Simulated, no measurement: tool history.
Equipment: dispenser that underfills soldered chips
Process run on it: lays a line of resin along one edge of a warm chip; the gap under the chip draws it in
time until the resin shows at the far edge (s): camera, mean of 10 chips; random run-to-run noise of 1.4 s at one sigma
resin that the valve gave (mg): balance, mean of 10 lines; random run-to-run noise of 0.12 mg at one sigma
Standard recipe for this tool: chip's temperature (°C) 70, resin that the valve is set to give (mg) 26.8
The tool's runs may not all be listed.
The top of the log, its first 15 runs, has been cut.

| run | hour | chip's temperature (°C) | resin that the valve is set to give (mg) | hours of work since the syringe was changed | hours of work since the valve was cleaned | hours of work since the stage was calibrated | time until the resin shows at the far edge (s) | resin that the valve gave (mg) |
|---|---|---|---|---|---|---|---|---|
|  | 77.1 | new syringe of resin |
| 16 | 80.8 | 70 | 31.3 | 2 | 52 | 159 | 143.5 | 30.04 |
| 17 | 86.9 | 70 | 31.3 | 6 | 56 | 163 | 188.2 | 29.72 |
| 18 | 92.7 | 70 | 32.2 | 10 | 60 | 167 | 245 | 30.56 |
|  | 95.5 | new syringe of resin |
| 19 | 98.2 | 72 | 33.8 | 2 | 63 | 170 | 123.9 | 31.5 |
| 20 | 104.6 | 72 | 33.8 | 6 | 67 | 175 | 167 | 31.96 |
| 21 | 110.3 | 70 | 33.8 | 10 | 71 | 178 | 239.6 | 31.75 |
|  | 113.8 | new syringe of resin |
| 22 | 116.6 | 64 | 23.7 | 2 | 75 | 182 | 195.7 | 22.07 |
| 23 | 119.6 | 62 | 23.4 | 4 | 77 | 184 | 248.5 | 21.73 |
| 24 | 125.1 | 62 | 23.4 | 7 | 80 | 188 | 321.1 | 21.58 |
| 25 | 128.7 | 62 | 23.4 | 10 | 83 | 190 | 382.4 | 21.66 |
|  | 132.1 | new syringe of resin |
| 26 | 132.7 | 66 | 28.9 | 0 | 85 | 192 | 158 | 26.67 |
| 27 | 136.7 | 77 | 26.7 | 3 | 88 | 195 | 119.3 | 24.56 |
| 28 | 141.1 | 75 | 34.4 | 6 | 91 | 198 | 149 | 31.58 |
| 29 | 145.5 | 75 | 34.4 | 9 | 93 | 201 | 181.6 | 31.34 |
| 30 | 148.5 | 62 | 26.7 | 11 | 95 | 203 | 395.4 | 24.27 |
|  | 150.4 | new syringe of resin |
| 31 | 152.9 | 61 | 25.7 | 2 | 98 | 205 | 217.1 | 23.78 |
|  | 155.5 | dispensing valve cleaned and set on the balance |
| 32 | 159 | 61 | 25.7 | 5 | 2 | 208 | 272.2 | 25.65 |
| 33 | 165.4 | 61 | 25.7 | 9 | 6 | 213 | 359 | 25.39 |
|  | 169.7 | new syringe of resin |
| 34 | 172.7 | 69 | 23.5 | 2 | 11 | 217 | 157.5 | 23.16 |
| 35 | 179.3 | 82 | 23.5 | 6 | 15 | 221 | 122.1 | 23.34 |
| 36 | 183.3 | 82 | 23.5 | 9 | 18 | 224 | 145.2 | 23.37 |

Alternative continuations, all from the tool just after run 36; predict every row:
|  | 188.1 | new syringe of resin |
| A | 190.2 | 57 | 26.8 | 1 | 22 | 228 | ? | ? |
|  | 188.1 | new syringe of resin |
| B | 190.2 | 73 | 23.6 | 1 | 22 | 228 | ? | ? |
|  | 188.1 | new syringe of resin |
| C | 190.2 | 69 | 33 | 1 | 22 | 228 | ? | ? |

| run | time until the resin shows at the far edge (s) | resin that the valve gave (mg) |
|---|---|---|
| A | 249.8 | 26.28 |
| B | 121.4 | 23.01 |
| C | 134.4 | 32.28 |
With no hidden state in the tool, these same runs would have given:
| run | time until the resin shows at the far edge (s) | resin that the valve gave (mg) |
|---|---|---|
| A | 245.9 | 26.8 |
| B | 118.3 | 23.47 |
| C | 132 | 32.91 |
